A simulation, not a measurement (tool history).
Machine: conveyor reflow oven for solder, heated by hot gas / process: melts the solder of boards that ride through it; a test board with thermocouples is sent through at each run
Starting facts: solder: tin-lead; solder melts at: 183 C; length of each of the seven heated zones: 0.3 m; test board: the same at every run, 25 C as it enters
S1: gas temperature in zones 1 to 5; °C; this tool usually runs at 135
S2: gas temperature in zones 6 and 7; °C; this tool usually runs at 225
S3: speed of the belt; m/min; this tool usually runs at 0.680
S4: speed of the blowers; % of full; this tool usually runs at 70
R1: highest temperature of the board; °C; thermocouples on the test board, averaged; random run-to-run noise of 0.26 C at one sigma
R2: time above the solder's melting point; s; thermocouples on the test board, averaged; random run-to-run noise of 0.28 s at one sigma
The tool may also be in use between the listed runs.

{"run": 1, "hour": 0.0, "S1": 135, "S2": 225, "S3": 0.68, "S4": 70, "R1": 198.0, "R2": 23.0}
{"hour": 22.3, "done": "flux residue cleaned out of gas plates and filters"}
{"run": 2, "hour": 54.3, "S1": 135, "S2": 230, "S3": 0.68, "S4": 70, "R1": 200.7, "R2": 25.1}
{"hour": 101.6, "done": "thermocouples of zones 6 and 7 changed"}
{"run": 3, "hour": 103.5, "S1": 143, "S2": 225, "S3": 0.68, "S4": 70, "R1": 201.2, "R2": 27.6}
{"hour": 149.2, "done": "flux residue cleaned out of gas plates and filters, once more"}
{"run": 4, "hour": 173.6, "S1": 143, "S2": 225, "S3": 0.68, "S4": 70, "R1": 205.9, "R2": 32.7}
{"run": 5, "hour": 217.6, "S1": 143, "S2": 225, "S3": 0.68, "S4": 70, "R1": 205.6, "R2": 32.7}
{"run": 6, "hour": 283.9, "S1": 143, "S2": 225, "S3": 0.68, "S4": 70, "R1": 205.2, "R2": 32.0}
{"run": 7, "hour": 357.3, "S1": 144, "S2": 225, "S3": 0.68, "S4": 70, "R1": 204.4, "R2": 31.8}
{"run": 8, "hour": 416.4, "S1": 144, "S2": 225, "S3": 0.68, "S4": 70, "R1": 204.2, "R2": 31.7}
{"run": 9, "hour": 476.1, "S1": 144, "S2": 225, "S3": 0.68, "S4": 70, "R1": 203.8, "R2": 31.6}
{"run": 10, "hour": 537.7, "S1": 144, "S2": 225, "S3": 0.63, "S4": 70, "R1": 206.2, "R2": 36.1}
{"run": 11, "hour": 577.4, "S1": 135, "S2": 225, "S3": 0.68, "S4": 70, "R1": 200.9, "R2": 26.2}
{"run": 12, "hour": 611.0, "S1": 130, "S2": 225, "S3": 0.68, "S4": 70, "R1": 199.5, "R2": 23.7}
{"run": 13, "hour": 673.0, "S1": 130, "S2": 225, "S3": 0.68, "S4": 70, "R1": 198.9, "R2": 23.3}
{"run": 14, "hour": 744.8, "S1": 130, "S2": 225, "S3": 0.68, "S4": 70, "R1": 198.4, "R2": 22.2}
{"hour": 784.6, "done": "flux residue cleaned out of gas plates and filters"}
{"run": 15, "hour": 784.6, "S1": 130, "S2": 225, "S3": 0.68, "S4": 70, "R1": 203.0, "R2": 27.4}
{"run": 16, "hour": 856.7, "S1": 130, "S2": 225, "S3": 0.68, "S4": 70, "R1": 202.3, "R2": 26.1}
{"run": 17, "hour": 922.9, "S1": 143, "S2": 225, "S3": 0.68, "S4": 80, "R1": 206.7, "R2": 33.8}
{"run": 18, "hour": 975.8, "S1": 135, "S2": 239, "S3": 0.68, "S4": 69, "R1": 213.6, "R2": 35.7}
{"run": 19, "hour": 1028.0, "S1": 135, "S2": 219, "S3": 0.68, "S4": 58, "R1": 194.7, "R2": 18.5}
{"run": 20, "hour": 1103.2, "S1": 141, "S2": 225, "S3": 0.68, "S4": 70, "R1": 203.2, "R2": 29.8}
{"hour": 1133.4, "done": "belt drive overhauled, speed set with a stopwatch"}
{"run": 21, "hour": 1178.0, "S1": 141, "S2": 225, "S3": 0.68, "S4": 70, "R1": 202.6, "R2": 28.4}
{"run": 22, "hour": 1216.6, "S1": 126, "S2": 225, "S3": 0.757, "S4": 77, "R1": 195.8, "R2": 16.2}
{"run": 23, "hour": 1280.4, "S1": 126, "S2": 225, "S3": 0.757, "S4": 54, "R1": 188.4, "R2": 7.4}
{"run": 24, "hour": 1322.3, "S1": 126, "S2": 235, "S3": 0.757, "S4": 84, "R1": 203.7, "R2": 23.2}
{"run": 25, "hour": 1397.9, "S1": 135, "S2": 239, "S3": 0.667, "S4": 70, "R1": 210.9, "R2": 34.0}
{"hour": 1420.1, "done": "flux residue cleaned out of gas plates and filters"}
{"run": 26, "hour": 1448.0, "S1": 135, "S2": 233, "S3": 0.663, "S4": 70, "R1": 210.3, "R2": 34.8}
{"run": 27, "hour": 1516.0, "S1": 135, "S2": 230, "S3": 0.68, "S4": 70, "R1": 206.1, "R2": 31.1}
{"run": 28, "hour": 1565.8, "S1": 135, "S2": 224, "S3": 0.566, "S4": 70, "R1": 207.4, "R2": 39.3}
{"run": 29, "hour": 1634.7, "S1": 135, "S2": 224, "S3": 0.566, "S4": 70, "R1": 206.5, "R2": 39.3}

Alternative continuations, all from the tool just after run 29; predict every row:
{"run": "A", "hour": 1675.2, "S1": 135, "S2": 224, "S3": 0.544, "S4": 67, "R1": "?", "R2": "?"}
{"run": "B", "hour": 1675.2, "S1": 136, "S2": 235, "S3": 0.801, "S4": 70, "R1": "?", "R2": "?"}
{"run": "C", "hour": 1675.2, "S1": 135, "S2": 217, "S3": 0.621, "S4": 76, "R1": "?", "R2": "?"}
{"run": "D", "hour": 1675.2, "S1": 135, "S2": 217, "S3": 0.734, "S4": 70, "R1": "?", "R2": "?"}
{"run": "E", "hour": 1675.2, "S1": 139, "S2": 220, "S3": 0.656, "S4": 70, "R1": "?", "R2": "?"}

run=A R1=206.9 R2=41.5
run=B R1=202.7 R2=22.8
run=C R1=199.2 R2=27.4
run=D R1=192.6 R2=14.9
run=E R1=199.5 R2=27.0
With no hidden state in the tool, these same runs would have given:
run=A R1=209.7 R2=44.0
run=B R1=205.9 R2=25.2
run=C R1=202.0 R2=30.6
run=D R1=195.4 R2=18.4
run=E R1=202.3 R2=30.0
